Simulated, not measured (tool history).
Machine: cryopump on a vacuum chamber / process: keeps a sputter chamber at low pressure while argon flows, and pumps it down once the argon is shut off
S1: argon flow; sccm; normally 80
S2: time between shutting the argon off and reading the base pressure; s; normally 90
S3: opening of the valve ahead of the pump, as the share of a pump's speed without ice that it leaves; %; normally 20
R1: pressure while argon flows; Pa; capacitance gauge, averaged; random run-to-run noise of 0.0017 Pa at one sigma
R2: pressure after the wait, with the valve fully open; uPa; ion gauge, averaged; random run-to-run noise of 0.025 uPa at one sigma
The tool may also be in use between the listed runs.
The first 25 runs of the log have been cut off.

run	day	S1	S2	S3	R1	R2
26	15.771	92	39	51	0.2123	2.59
27	16.425	92	46	51	0.2139	2.41
28	16.879	92	46	51	0.2101	2.29
29	17.779	80	90	19	0.4598	1.63
30	18.283	113	75	29	0.4389	1.78
31	18.896	80	43	59	0.1637	2.52
32	19.767	80	43	59	0.1640	2.56
33	20.254	80	43	59	0.1644	2.48
34	20.762	43	143	55	0.0934	1.39
35	21.450	43	143	55	0.0952	1.41

Each row is a separate what-if for the run after 35, all from the same tool condition, not one after another. Results?
A	21.967	34	23	20	?	?
B	21.967	147	143	55	?	?
C	21.967	43	133	55	?	?

run	R1	R2
A	0.1874	4.10
B	0.3229	1.45
C	0.0951	1.48
Take away the tool's hidden state, keep each run's random variation, and the runs would have read:
run	R1	R2
A	0.1774	3.35
B	0.2796	0.71
C	0.0824	0.75
